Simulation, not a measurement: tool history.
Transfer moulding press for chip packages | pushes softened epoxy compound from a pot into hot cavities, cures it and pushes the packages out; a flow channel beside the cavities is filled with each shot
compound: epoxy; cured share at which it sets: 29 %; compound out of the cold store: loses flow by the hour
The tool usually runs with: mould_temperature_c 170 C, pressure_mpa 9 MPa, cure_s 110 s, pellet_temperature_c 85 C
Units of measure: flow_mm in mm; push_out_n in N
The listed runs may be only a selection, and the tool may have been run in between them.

run   hour  mould_temperature_c  pressure_mpa  cure_s  pellet_temperature_c  incoming compound's hours out of the cold store  flow_mm  push_out_n
  1      0                  170             9     110                    85                                             42.4      691         250
  2     17                  170             9     110                    85                                             47.3      670         278
  3   35.4                  170             9     110                    85                                             35.6      715         296
  4   61.2                  170          8.93     110                    85                                             19.2      760         332
  5   80.2                  170         10.65     110                    85                                             42.4      743         324
      89.6  -- cavities cleaned with cleaning compound and waxed
  6  104.5                  170         10.65     110                    85                                             39.4      750         245
  7  129.6                  170         10.65     110                    85                                             44.2      733         281
  8    154                  170         10.65     110                    85                                             20.7      819         318
  9  170.5                  170          7.43     110                    85                                             28.1      654         326
     189.7  -- cavities cleaned with cleaning compound and waxed
 10  189.7                  170         10.11     110                    85                                             17.9      801         224
 11  222.6                  170             9     110                    85                                              8.1      791         288
 12  244.6                  170             9     110                    85                                               33      698         300
 13  269.5                  170             9     110                    85                                             18.7      748         320
     291.7  -- cavities cleaned with cleaning compound and waxed
 14    303                  170             9     110                    85                                             28.2      707         252
     308.5  -- plunger's sealing rings changed
 15  333.3                  170             9     110                    85                                             20.2      787         291
 16  361.1                  170             9     110                    85                                             19.2      793         316
 17  384.8                  170             9     110                    85                                             22.1      779         332
     394.6  -- cavities cleaned with cleaning compound and waxed
 18  408.2                  167          7.27     110                    85                                             30.2      676         280
 19  426.6                  177          8.42     101                    92                                               23      726         262
 20  460.8                  170           7.7     110                    85                                             17.9      727         318
 21  488.3                  170           7.7     110                    85                                             36.8      661         319
     494.9  -- cavities cleaned with cleaning compound and waxed
 22  524.8                  170           7.7     110                    85                                             30.3      681         264
 23  552.3                  163         10.75     111                    94                                             25.2      844         411
 24  576.2                  170            10     129                    88                                             15.6      824         283
     597.3  -- cavities cleaned with cleaning compound and waxed
 25  606.8                  172             9     137                    83                                             31.3      721         213
 26    638                  176         10.57     110                    78                                             17.9      818         258
 27  671.7                  171         10.18      93                    89                                             46.3      704         363

4 ways to go on from here, each from the tool as it stands after run 27. What would each give?
     697.5  -- cavities cleaned with cleaning compound and waxed
  A  697.5                  171          9.11      93                    89                                             38.7        ?           ?
     697.5  -- cavities cleaned with cleaning compound and waxed
  B  697.5                  171           8.6     108                    83                                             10.1        ?           ?
     697.5  -- cavities cleaned with cleaning compound and waxed
  C  697.5                  171          7.48      93                    89                                             36.2        ?           ?
     697.5  -- cavities cleaned with cleaning compound and waxed
  D  697.5                  170             9     111                    85                                             22.8        ?           ?

run  flow_mm  push_out_n
  A      687         250
  B      773         217
  C      635         242
  D      738         215
Without the tool's unlogged condition, the same runs would have read:
run  flow_mm  push_out_n
  A      728         264
  B      820         225
  C      673         256
  D      782         223
